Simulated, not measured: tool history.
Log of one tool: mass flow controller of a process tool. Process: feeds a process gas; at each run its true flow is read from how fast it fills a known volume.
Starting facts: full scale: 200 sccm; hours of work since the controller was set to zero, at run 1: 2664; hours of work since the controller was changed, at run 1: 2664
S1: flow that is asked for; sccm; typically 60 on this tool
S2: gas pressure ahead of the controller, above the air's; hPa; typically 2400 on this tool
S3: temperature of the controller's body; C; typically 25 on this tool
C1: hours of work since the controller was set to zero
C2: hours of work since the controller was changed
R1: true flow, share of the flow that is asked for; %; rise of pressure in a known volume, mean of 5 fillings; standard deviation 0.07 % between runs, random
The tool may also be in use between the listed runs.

run 1 hour=0 | S1=60 S2=2400 S3=25 | C1=2664 C2=2664 | R1=98.18
run 2 hour=80.7 | S1=60 S2=2400 S3=25 | C1=2727 C2=2727 | R1=98.14
run 3 hour=167.9 | S1=60 S2=2400 S3=25 | C1=2795 C2=2795 | R1=98.03
run 4 hour=293.7 | S1=60 S2=2400 S3=25 | C1=2893 C2=2893 | R1=97.97
run 5 hour=444 | S1=60 S2=2400 S3=37 | C1=3011 C2=3011 | R1=99.22
run 6 hour=546 | S1=60 S2=1750 S3=37 | C1=3090 C2=3090 | R1=98.76
run 7 hour=687.1 | S1=193 S2=2400 S3=25 | C1=3200 C2=3200 | R1=99.49
run 8 hour=807.7 | S1=193 S2=2400 S3=25 | C1=3295 C2=3295 | R1=99.36
run 9 hour=916.4 | S1=193 S2=2400 S3=25 | C1=3379 C2=3379 | R1=99.33
run 10 hour=1005.4 | S1=193 S2=2400 S3=25 | C1=3449 C2=3449 | R1=99.35
run 11 hour=1120.5 | S1=193 S2=2400 S3=25 | C1=3539 C2=3539 | R1=99.13
run 12 hour=1223.7 | S1=193 S2=2400 S3=25 | C1=3619 C2=3619 | R1=99.08
run 13 hour=1350.1 | S1=193 S2=2400 S3=25 | C1=3718 C2=3718 | R1=99.06
run 14 hour=1432.7 | S1=60 S2=2400 S3=25 | C1=3783 C2=3783 | R1=97.06
run 15 hour=1546.4 | S1=113 S2=2400 S3=25 | C1=3871 C2=3871 | R1=97.74
run 16 hour=1678.9 | S1=60 S2=2400 S3=25 | C1=3975 C2=3975 | R1=96.91
-- hour=1711 gauge calibrated
run 17 hour=1777.6 | S1=60 S2=2400 S3=25 | C1=4052 C2=4052 | R1=98.04
run 18 hour=1897.5 | S1=21 S2=1750 S3=25 | C1=4145 C2=4145 | R1=97.29
run 19 hour=2048.6 | S1=50 S2=1630 S3=29 | C1=4263 C2=4263 | R1=97.95
run 20 hour=2119.3 | S1=33 S2=2480 S3=27 | C1=4319 C2=4319 | R1=97.72
run 21 hour=2270.9 | S1=23 S2=1840 S3=28 | C1=4437 C2=4437 | R1=97.38
run 22 hour=2363.6 | S1=171 S2=2480 S3=37 | C1=4509 C2=4509 | R1=100.56
run 23 hour=2436 | S1=170 S2=1710 S3=39 | C1=4566 C2=4566 | R1=100.44
run 24 hour=2504.2 | S1=61 S2=2400 S3=25 | C1=4619 C2=4619 | R1=97.55
run 25 hour=2617.5 | S1=39 S2=1580 S3=31 | C1=4708 C2=4708 | R1=97.61
run 26 hour=2767 | S1=39 S2=1580 S3=31 | C1=4824 C2=4824 | R1=97.43
run 27 hour=2911.9 | S1=39 S2=1580 S3=31 | C1=4938 C2=4938 | R1=97.35
run 28 hour=2975.1 | S1=39 S2=1580 S3=31 | C1=4987 C2=4987 | R1=97.19
run 29 hour=3120.7 | S1=39 S2=1580 S3=31 | C1=5101 C2=5101 | R1=97.16
run 30 hour=3196.6 | S1=24 S2=1910 S3=21 | C1=5160 C2=5160 | R1=95.71
run 31 hour=3318.7 | S1=143 S2=2460 S3=24 | C1=5255 C2=5255 | R1=98

Consider 5 possible next runs. They are alternatives, not a sequence: every one starts from the tool as it was left by run 31. What does each give?
run A hour=3427.7 | S1=34 S2=2450 S3=37 | C1=5340 C2=5340 | R1=?
run B hour=3427.7 | S1=106 S2=1900 S3=24 | C1=5340 C2=5340 | R1=?
run C hour=3427.7 | S1=42 S2=2400 S3=25 | C1=5340 C2=5340 | R1=?
run D hour=3427.7 | S1=125 S2=2460 S3=27 | C1=5340 C2=5340 | R1=?
run E hour=3427.7 | S1=143 S2=2540 S3=24 | C1=5340 C2=5340 | R1=?

run=A R1=97.66
run=B R1=97.24
run=C R1=96.57
run=D R1=98.13
run=E R1=97.93
Without the tool's hidden state the same runs would have given:
run=A R1=99.01
run=B R1=98.57
run=C R1=97.9
run=D R1=99.47
run=E R1=99.27

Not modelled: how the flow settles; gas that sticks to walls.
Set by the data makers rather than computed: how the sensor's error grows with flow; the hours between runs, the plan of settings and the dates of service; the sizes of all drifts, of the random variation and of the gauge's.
